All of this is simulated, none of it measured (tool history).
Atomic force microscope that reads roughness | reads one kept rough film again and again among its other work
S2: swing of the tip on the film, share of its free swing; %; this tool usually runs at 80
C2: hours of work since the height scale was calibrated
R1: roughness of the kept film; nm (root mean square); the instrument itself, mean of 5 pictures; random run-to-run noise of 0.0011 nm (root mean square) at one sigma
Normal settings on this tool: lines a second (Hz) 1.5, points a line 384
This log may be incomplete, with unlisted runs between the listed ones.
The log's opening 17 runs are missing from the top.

{"run": 18, "hour": 158.3, "lines a second (Hz)": 1.5, "S2": 80, "points a line": 384, "pictures with this tip": 112, "C2": 13, "R1": 0.794}
{"run": 19, "hour": 165.0, "lines a second (Hz)": 1.5, "S2": 80, "points a line": 384, "pictures with this tip": 123, "C2": 17, "R1": 0.795}
{"run": 20, "hour": 174.8, "lines a second (Hz)": 1.5, "S2": 80, "points a line": 384, "pictures with this tip": 140, "C2": 23, "R1": 0.795}
{"hour": 178.9, "done": "height scale calibrated on a step standard, once more"}
{"run": 21, "hour": 185.4, "lines a second (Hz)": 1.5, "S2": 80, "points a line": 509, "pictures with this tip": 156, "C2": 4, "R1": 0.795}
{"run": 22, "hour": 193.0, "lines a second (Hz)": 1.5, "S2": 80, "points a line": 509, "pictures with this tip": 168, "C2": 9, "R1": 0.793}
{"run": 23, "hour": 198.5, "lines a second (Hz)": 1.5, "S2": 58, "points a line": 384, "pictures with this tip": 178, "C2": 13, "R1": 0.834}
{"run": 24, "hour": 205.4, "lines a second (Hz)": 0.53, "S2": 58, "points a line": 384, "pictures with this tip": 189, "C2": 17, "R1": 0.842}
{"run": 25, "hour": 215.4, "lines a second (Hz)": 1, "S2": 86, "points a line": 384, "pictures with this tip": 206, "C2": 23, "R1": 0.795}
{"run": 26, "hour": 226.8, "lines a second (Hz)": 1.27, "S2": 56, "points a line": 944, "pictures with this tip": 225, "C2": 31, "R1": 0.838}
{"run": 27, "hour": 235.2, "lines a second (Hz)": 1.06, "S2": 65, "points a line": 944, "pictures with this tip": 240, "C2": 36, "R1": 0.831}
{"run": 28, "hour": 245.9, "lines a second (Hz)": 1.09, "S2": 64, "points a line": 392, "pictures with this tip": 258, "C2": 43, "R1": 0.827}
{"hour": 252.6, "done": "new tip fitted"}
{"run": 29, "hour": 254.4, "lines a second (Hz)": 1.19, "S2": 68, "points a line": 998, "pictures with this tip": 3, "C2": 48, "R1": 0.837}
{"run": 30, "hour": 259.3, "lines a second (Hz)": 0.86, "S2": 56, "points a line": 841, "pictures with this tip": 11, "C2": 51, "R1": 0.853}
{"run": 31, "hour": 266.8, "lines a second (Hz)": 0.86, "S2": 56, "points a line": 841, "pictures with this tip": 24, "C2": 56, "R1": 0.854}
{"run": 32, "hour": 272.4, "lines a second (Hz)": 2.27, "S2": 78, "points a line": 562, "pictures with this tip": 33, "C2": 60, "R1": 0.78}

Each row is a separate what-if for the run after 32, all from the same tool condition, not one after another. Results?
{"run": "A", "hour": 280.4, "lines a second (Hz)": 2.25, "S2": 73, "points a line": 776, "pictures with this tip": 47, "C2": 65, "R1": "?"}
{"run": "B", "hour": 280.4, "lines a second (Hz)": 1.22, "S2": 64, "points a line": 457, "pictures with this tip": 47, "C2": 65, "R1": "?"}
{"run": "C", "hour": 280.4, "lines a second (Hz)": 1.8, "S2": 75, "points a line": 384, "pictures with this tip": 47, "C2": 65, "R1": "?"}
{"run": "D", "hour": 280.4, "lines a second (Hz)": 1.31, "S2": 80, "points a line": 384, "pictures with this tip": 47, "C2": 65, "R1": "?"}
{"run": "E", "hour": 280.4, "lines a second (Hz)": 1.28, "S2": 78, "points a line": 319, "pictures with this tip": 47, "C2": 65, "R1": "?"}

run=A R1=0.799
run=B R1=0.837
run=C R1=0.803
run=D R1=0.806
run=E R1=0.812
Had the tool no hidden state, the same runs would have come out as:
run=A R1=0.801
run=B R1=0.838
run=C R1=0.804
run=D R1=0.807
run=E R1=0.814
